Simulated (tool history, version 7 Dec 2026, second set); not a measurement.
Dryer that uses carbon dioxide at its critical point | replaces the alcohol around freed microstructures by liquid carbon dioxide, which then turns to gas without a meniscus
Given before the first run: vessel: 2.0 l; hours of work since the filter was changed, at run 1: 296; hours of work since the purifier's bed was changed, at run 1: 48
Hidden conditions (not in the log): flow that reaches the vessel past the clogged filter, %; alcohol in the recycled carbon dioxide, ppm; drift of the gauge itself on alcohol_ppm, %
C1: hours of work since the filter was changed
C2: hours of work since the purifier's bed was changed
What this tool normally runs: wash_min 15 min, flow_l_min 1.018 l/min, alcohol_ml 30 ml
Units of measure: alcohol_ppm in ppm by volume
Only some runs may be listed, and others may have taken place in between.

run 1 hour=0.0 | wash_min=15 flow_l_min=1.018 alcohol_ml=30 | C1=296 C2=48 | alcohol_ppm=65
run 2 hour=5.7 | wash_min=15 flow_l_min=1.018 alcohol_ml=30 | C1=298 C2=50 | alcohol_ppm=64
run 3 hour=15.5 | wash_min=15 flow_l_min=1.018 alcohol_ml=30 | C1=302 C2=53 | alcohol_ppm=72
run 4 hour=23.8 | wash_min=12 flow_l_min=1.018 alcohol_ml=30 | C1=305 C2=56 | alcohol_ppm=162
run 5 hour=32.0 | wash_min=12 flow_l_min=1.018 alcohol_ml=30 | C1=308 C2=59 | alcohol_ppm=161
run 6 hour=36.4 | wash_min=15 flow_l_min=1.018 alcohol_ml=30 | C1=309 C2=61 | alcohol_ppm=67
run 7 hour=40.9 | wash_min=15 flow_l_min=1.018 alcohol_ml=30 | C1=311 C2=62 | alcohol_ppm=83
run 8 hour=49.1 | wash_min=15 flow_l_min=1.018 alcohol_ml=30 | C1=314 C2=65 | alcohol_ppm=70
run 9 hour=54.5 | wash_min=15 flow_l_min=1.018 alcohol_ml=30 | C1=316 C2=67 | alcohol_ppm=79
run 10 hour=60.6 | wash_min=15 flow_l_min=1.018 alcohol_ml=30 | C1=318 C2=69 | alcohol_ppm=80
run 11 hour=68.5 | wash_min=19 flow_l_min=1.018 alcohol_ml=30 | C1=321 C2=72 | alcohol_ppm=43

What does the tool deliver on the next run?
run 12 hour=75.8 | wash_min=19 flow_l_min=1.018 alcohol_ml=30 | C1=323 C2=75 | alcohol_ppm=?

Run 12 yielded alcohol_ppm 50 ppm by volume.
Minus the tool's unlogged condition, the same run would have read alcohol_ppm 10 ppm by volume.

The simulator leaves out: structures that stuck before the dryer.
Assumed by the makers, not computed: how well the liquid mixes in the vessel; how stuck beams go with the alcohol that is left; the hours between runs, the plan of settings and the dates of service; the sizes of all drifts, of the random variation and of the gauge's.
